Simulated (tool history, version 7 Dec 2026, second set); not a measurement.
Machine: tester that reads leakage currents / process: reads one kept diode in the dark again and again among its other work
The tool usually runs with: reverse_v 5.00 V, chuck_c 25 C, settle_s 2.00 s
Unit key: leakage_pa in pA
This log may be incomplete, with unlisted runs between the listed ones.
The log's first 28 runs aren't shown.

run	hour	reverse_v	chuck_c	settle_s	leakage_pa
# hour 2585.1: chuck's temperature calibrated
29	2656.5	1.56	25	0.77	32.65
30	2741.7	1.56	24	0.67	30.25
31	2806.9	9.53	39	6.26	247.86
32	2884.9	9.53	39	0.34	254.61
33	2958.2	1.68	52	0.40	261.27
34	3032.9	7.45	24	6.01	66.00
35	3114.5	6.20	23	0.95	56.73
36	3214.2	14.14	25	3.68	99.67
37	3314.3	1.21	25	0.37	28.92
38	3417.8	13.95	37	3.07	257.71
39	3491.7	5.00	30	4.10	87.65
# hour 3574.9: probe card cleaned and baked
40	3574.9	6.72	23	1.74	58.42
41	3651.4	10.41	37	0.88	223.21

3 ways to go on from here, each from the tool as it stands after run 41. What would each give?
A	3778.1	1.55	25	1.30	?
B	3778.1	10.41	37	0.73	?
C	3778.1	10.41	52	2.81	?

run	leakage_pa
A	32.37
B	225.05
C	663.55
Had the tool no hidden state, the same runs would have come out as:
run	leakage_pa
A	32.38
B	225.11
C	663.71
